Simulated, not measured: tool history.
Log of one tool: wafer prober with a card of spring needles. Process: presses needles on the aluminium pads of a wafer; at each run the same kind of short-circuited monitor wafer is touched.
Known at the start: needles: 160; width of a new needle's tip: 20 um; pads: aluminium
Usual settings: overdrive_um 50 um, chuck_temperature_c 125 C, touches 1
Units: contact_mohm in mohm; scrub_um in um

run     day  overdrive_um  chuck_temperature_c  touches  contact_mohm  scrub_um
  1       0            50                  125        1           357     10.88
      0.267  -- tips cleaned on abrasive film
  2   0.538            50                  125        1           308     10.79
  3   1.088            37                  125        1           442      7.77
      1.262  -- tips cleaned on abrasive film
  4   1.783            37                  125        1           406      7.91
  5   2.142            45                  125        1           389      9.65
      2.208  -- tips cleaned on abrasive film
  6   2.767            45                  125        1           365      9.72
      3.175  -- tips cleaned on abrasive film
  7   3.512            50                   93        1           315     10.68
  8   3.954            64                  125        1           318     13.79
      4.154  -- tips cleaned on abrasive film
  9   4.279            64                  125        1           278     13.86
 10   4.833            64                  125        1           315     13.89
      5.117  -- tips cleaned on abrasive film
 11   5.579            50                  125        1           339      10.7
      6.071  -- tips cleaned on abrasive film
 12   6.171            50                  125        1           297     10.74
 13   6.888            50                  125        1           371     10.72
      7.021  -- tips cleaned on abrasive film
 14   7.608            65                  125        2           293     14.12
      8.004  -- tips cleaned on abrasive film
 15   8.108            65                  125        2           266     14.02
 16   8.708            35                  125        2           394       7.4
      8.958  -- tips cleaned on abrasive film
 17   9.092            35                  125        2           321      7.18
 18   9.533            52                   46        2           297      11.1
      9.942  -- tips cleaned on abrasive film
 19  10.054            52                   46        2           267     11.04

The next listed run, before its measurement:
 20  10.579            52                   46        2             ?         ?

{"run 20": {"contact_mohm": 297, "scrub_um": 11.1}}
Without the tool's hidden state the same run would have given contact_mohm 241 mohm, scrub_um 11.56 um.

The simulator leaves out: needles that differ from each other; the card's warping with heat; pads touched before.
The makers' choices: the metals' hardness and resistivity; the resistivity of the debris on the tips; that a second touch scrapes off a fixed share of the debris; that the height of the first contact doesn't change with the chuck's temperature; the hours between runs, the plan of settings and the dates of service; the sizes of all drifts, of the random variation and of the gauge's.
